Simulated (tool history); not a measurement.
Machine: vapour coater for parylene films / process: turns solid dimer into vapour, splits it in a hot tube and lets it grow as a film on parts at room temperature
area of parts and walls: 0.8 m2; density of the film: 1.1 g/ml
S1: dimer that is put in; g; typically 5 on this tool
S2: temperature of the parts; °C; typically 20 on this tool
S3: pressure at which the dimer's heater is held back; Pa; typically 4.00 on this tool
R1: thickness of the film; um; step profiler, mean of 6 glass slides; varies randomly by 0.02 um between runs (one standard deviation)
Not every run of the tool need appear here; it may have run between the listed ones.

run	hour	S1	S2	S3	R1
1	0.0	5	20	4.00	2.53
2	25.5	5	20	4.00	2.56
3	45.0	5	20	4.00	2.51
4	68.0	5	20	6.05	2.66
5	94.3	5	20	6.05	2.64
6	108.6	5	20	6.05	2.64
7	123.6	5	20	6.05	2.67
8	143.2	5	20	4.00	2.85
9	167.0	5	20	4.00	2.83
10	188.9	5	20	4.00	2.86
11	206.6	5	20	4.00	2.86
12	221.5	5	13	4.00	3.85
13	250.1	5	30	4.00	1.83
14	275.5	5	30	4.00	1.80
15	299.4	5	20	2.06	3.17
16	325.4	5	24	4.00	2.36
17	353.2	5	24	4.00	2.33
18	381.7	5	24	4.00	2.33
19	399.6	5	24	4.00	2.32
20	425.1	5	20	5.03	2.61
21	441.5	5	20	5.99	2.55
22	460.9	5	20	5.99	2.53
23	484.6	5	20	4.00	2.71
24	504.0	5	20	4.00	2.75
25	526.4	4	20	9.35	1.84
26	554.2	8	13	3.95	5.84
27	587.5	8	13	3.95	5.88
28	605.1	3	15	5.94	1.87
29	621.0	3	15	5.94	1.84
30	642.2	3	13	5.94	1.98
31	667.9	6	13	4.97	4.13
32	700.8	6	13	4.97	4.09
33	718.0	6	13	4.97	4.08
34	750.4	2	20	3.79	1.05
35	777.1	6	32	5.70	1.72
36	813.7	6	32	5.70	1.98
37	830.8	3	31	3.44	1.15
38	846.7	3	20	3.44	1.82
39	866.8	3	25	2.16	1.60
40	899.6	3	25	2.16	1.57
41	913.6	5	27	7.54	1.90
42	930.5	7	14	4.45	5.17
43	958.8	8	18	4.00	5.07
44	975.4	6	20	4.00	3.46
45	992.0	2	25	7.19	0.81
46	1010.9	2	25	7.19	0.83

Not shown: 2 entries that the log had between the listed runs. Between which runs, and how does the tool's hidden state differ before and after?
Between runs 3 and 4: trap's valve overhauled (hour 53.4)
  vapour lost through the trap's worn valve, %: 13.4 -> 0.5; true temperature of the parts over the reading, C: -0.4 -> -0.42
  measured result minus the result with no hidden state, R1: -0.33 -> +0.03 um
Between runs 35 and 36: trap's valve overhauled (hour 800.4)
  vapour lost through the trap's worn valve, %: 13 -> 0.5; true temperature of the parts over the reading, C: -1.01 -> -1.03
  measured result minus the result with no hidden state, R1: -0.18 -> +0.08 um
